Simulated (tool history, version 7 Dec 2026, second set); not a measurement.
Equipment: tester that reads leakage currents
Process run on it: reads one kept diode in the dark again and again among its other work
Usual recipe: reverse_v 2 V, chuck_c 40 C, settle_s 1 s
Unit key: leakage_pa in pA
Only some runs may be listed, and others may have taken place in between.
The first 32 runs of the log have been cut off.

run	hour	reverse_v	chuck_c	settle_s	leakage_pa
33	938.5	6.78	51	1	1368.62
34	962.4	1.02	56	0.39	796.23
35	993	1.02	42	0.39	320.78
36	1028.8	2	49	1	693.15
37	1047.5	1.6	49	0.97	626.98
38	1068.9	19.95	40	0.98	1086.44
39	1089.4	9.68	24	0.45	253.74
40	1110.5	15.15	35	0.68	680.25

Forecast each of these 3 alternatives for the next run:
A	1146.4	5.19	27	1.47	?
B	1146.4	5.32	50	1	?
C	1146.4	15.15	35	0.33	?

run	leakage_pa
A	234.46
B	1148.34
C	686.93
Stripped of hidden state, with their random variation kept, the same runs would have yielded:
run	leakage_pa
A	231.6
B	1137.66
C	679
